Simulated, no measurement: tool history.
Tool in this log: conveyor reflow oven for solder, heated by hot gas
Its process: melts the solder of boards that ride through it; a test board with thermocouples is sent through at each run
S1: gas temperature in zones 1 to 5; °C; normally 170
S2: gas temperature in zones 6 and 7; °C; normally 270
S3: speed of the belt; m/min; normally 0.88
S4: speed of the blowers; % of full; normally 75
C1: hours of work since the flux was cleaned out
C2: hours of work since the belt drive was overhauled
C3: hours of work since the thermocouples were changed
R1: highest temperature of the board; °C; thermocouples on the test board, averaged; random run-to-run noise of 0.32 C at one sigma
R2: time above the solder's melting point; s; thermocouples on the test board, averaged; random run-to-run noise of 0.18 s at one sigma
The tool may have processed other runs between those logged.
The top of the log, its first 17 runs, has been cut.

run    day   S1   S2     S3  S4   C1   C2   C3     R1    R2
 18    5.8  158  277  0.766  74  179  355  173    261  48.1
     5.988  -- belt drive overhauled, speed set with a stopwatch
 19  6.304  160  271  0.926  66  183    3  177  246.6  32.5
 20  6.621  170  266   0.88  69  186    7  180  247.4  37.5
     6.812  -- belt drive overhauled, speed set with a stopwatch, once more
 21   7.15  170  266   0.88  69  190    4  184    247  36.6
 22  7.462  170  269   0.88  75  194    7  187  251.1    39
 23  7.875  170  269   0.88  75  198   12  192  250.8  38.9
 24  8.175  168  269  0.726  62  201   15  195  254.5  49.9
 25  8.358  175  270   0.88  82  203   17  197  254.1  41.8
 26  8.604  184  270  0.792  75  206   19  200  257.1    52
 27  8.804  165  259  0.993  75  208   22  202  237.2    24
 28  9.208  156  260   1.03  55  213   26  206  228.1  13.9
 29  9.629  156  260   1.03  55  217   31  211  228.1  13.7
 30     10  170  270   0.88  66  221   35  215  249.8    38

What if the next run were any one of these 5? Each begins from the tool's condition after run 30:
  A  10.417  162  282   0.88  75  226  39  219   ?   ?
  B  10.417  170  280   0.88  66  226  39  219   ?   ?
  C  10.417  159  270   0.88  69  226  39  219   ?   ?
  D  10.417  169  270   0.88  66  226  39  219   ?   ?
  E  10.417  170  281  0.746  73  226  39  219   ?   ?

run     R1    R2
  A  260.2    42
  B  258.7  42.1
  C  248.4  34.7
  D  249.9  37.8
  E  266.2  54.9
Stripped of hidden state, with their random variation kept, the same runs would have yielded:
run     R1    R2
  A  261.3  42.4
  B  259.7  42.5
  C  249.5  35.3
  D  250.9  38.4
  E  267.1  55.1

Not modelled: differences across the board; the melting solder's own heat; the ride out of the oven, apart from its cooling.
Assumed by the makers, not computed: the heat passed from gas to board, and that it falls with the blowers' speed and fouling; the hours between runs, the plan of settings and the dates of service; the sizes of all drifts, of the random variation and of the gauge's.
